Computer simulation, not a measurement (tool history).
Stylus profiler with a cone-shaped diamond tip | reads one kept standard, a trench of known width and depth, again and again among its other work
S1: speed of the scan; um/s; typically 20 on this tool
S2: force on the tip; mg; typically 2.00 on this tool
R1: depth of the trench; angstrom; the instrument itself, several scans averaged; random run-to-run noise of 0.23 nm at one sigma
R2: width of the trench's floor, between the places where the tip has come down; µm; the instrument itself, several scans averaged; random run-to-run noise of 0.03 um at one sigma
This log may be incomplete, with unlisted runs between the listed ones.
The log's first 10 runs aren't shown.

{"run": 11, "hour": 380.1, "S1": 56, "S2": 2.0, "R1": 10160.1, "R2": 91.81}
{"run": 12, "hour": 406.7, "S1": 56, "S2": 2.0, "R1": 10156.0, "R2": 91.72}
{"run": 13, "hour": 429.4, "S1": 56, "S2": 2.0, "R1": 10154.3, "R2": 91.64}
{"run": 14, "hour": 478.5, "S1": 20, "S2": 2.0, "R1": 10158.4, "R2": 91.69}
{"run": 15, "hour": 516.6, "S1": 20, "S2": 2.0, "R1": 10157.4, "R2": 91.55}
{"run": 16, "hour": 567.1, "S1": 20, "S2": 2.0, "R1": 10155.7, "R2": 91.42}
{"run": 17, "hour": 592.1, "S1": 20, "S2": 2.0, "R1": 10158.7, "R2": 91.35}
{"run": 18, "hour": 621.4, "S1": 20, "S2": 5.92, "R1": 10313.4, "R2": 91.32}
{"run": 19, "hour": 651.5, "S1": 20, "S2": 5.92, "R1": 10318.1, "R2": 91.23}
{"run": 20, "hour": 692.6, "S1": 8, "S2": 2.27, "R1": 10173.3, "R2": 91.19}
{"run": 21, "hour": 742.4, "S1": 20, "S2": 5.64, "R1": 10308.6, "R2": 91.03}
{"run": 22, "hour": 790.9, "S1": 20, "S2": 5.64, "R1": 10309.6, "R2": 90.86}
{"hour": 794.9, "done": "height scale calibrated on a step standard"}
{"run": 23, "hour": 820.3, "S1": 13, "S2": 3.79, "R1": 10245.1, "R2": 90.77}
{"run": 24, "hour": 855.9, "S1": 15, "S2": 3.43, "R1": 10229.4, "R2": 90.68}
{"run": 25, "hour": 902.8, "S1": 9, "S2": 0.95, "R1": 10108.6, "R2": 90.58}
{"run": 26, "hour": 926.8, "S1": 9, "S2": 1.87, "R1": 10160.1, "R2": 90.57}
{"run": 27, "hour": 973.0, "S1": 6, "S2": 3.76, "R1": 10246.0, "R2": 90.45}
{"hour": 984.8, "done": "height scale calibrated on a step standard, once more"}
{"run": 28, "hour": 1016.7, "S1": 57, "S2": 4.74, "R1": 10265.1, "R2": 90.17}
{"run": 29, "hour": 1057.5, "S1": 65, "S2": 2.0, "R1": 10149.6, "R2": 89.94}

The next listed run, before its measurement:
{"run": 30, "hour": 1106.3, "S1": 5, "S2": 3.85, "R1": "?", "R2": "?"}

For run 30 the tool returned R1 10232.5 angstrom, R2 90.16 µm.
Had the tool carried no hidden state, the very same run would have given R1 10228.0 angstrom, R2 94.01 µm.

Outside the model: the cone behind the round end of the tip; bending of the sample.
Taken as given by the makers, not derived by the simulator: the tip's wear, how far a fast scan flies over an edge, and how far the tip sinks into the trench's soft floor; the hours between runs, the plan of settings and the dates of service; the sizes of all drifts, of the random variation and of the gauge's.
